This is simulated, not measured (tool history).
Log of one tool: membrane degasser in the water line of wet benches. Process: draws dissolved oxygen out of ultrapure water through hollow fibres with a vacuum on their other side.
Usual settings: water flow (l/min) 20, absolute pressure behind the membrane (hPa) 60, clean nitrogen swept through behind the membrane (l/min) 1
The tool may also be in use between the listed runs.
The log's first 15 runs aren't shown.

run	hour	water flow (l/min)	absolute pressure behind the membrane (hPa)	clean nitrogen swept through behind the membrane (l/min)	dissolved oxygen in the water behind the degasser (ppb)	pressure that the water loses in the fibres (hPa)
16	1815.2	20	60	0.65	254.4	692.4
17	1897.3	20	60	0.65	254.2	691.7
18	1996.6	20	101	0.65	501.9	691.2
# hour 2010.3: vacuum gauge calibrated, once more
19	2140.5	14	80.6	2.15	89.4	485.3
20	2285.4	14	80.6	2.15	89.3	487.3
21	2379.8	17	63.7	0.58	230.1	591
22	2479.7	17	51.8	0.7	141	587.1
23	2576.9	18	51.8	1.02	125.5	625.9
24	2704.6	23	60	1.52	219.7	798.8
25	2810.3	20	104.1	2.16	228.2	694.6
26	2884.7	20	104.1	2.16	226.4	693.1
27	3027.1	20	71.5	1.16	224.4	697.3
28	3154.6	14	71	2.2	74.1	487.1
29	3230.3	14	71	2.2	74.7	484.6
30	3300.8	15	142.4	2.72	169.9	522.3
31	3431.9	15	142.4	2.72	168.9	524.5
32	3594.8	20	49.9	0.43	237.8	692.4
33	3724.4	12	36.5	0.7	26.4	416.9

Forecast each of these 3 alternatives for the next run:
A	3862.6	24	60	1	?	?
B	3862.6	25	39.3	1.18	?	?
C	3862.6	21	60	2.34	?	?

run	dissolved oxygen in the water behind the degasser (ppb)	pressure that the water loses in the fibres (hPa)
A	291.1	837.8
B	207.7	871.4
C	149.5	733
Without the tool's hidden state the same runs would have given:
run	dissolved oxygen in the water behind the degasser (ppb)	pressure that the water loses in the fibres (hPa)
A	270.8	816
B	186.4	848.6
C	136.5	713.9
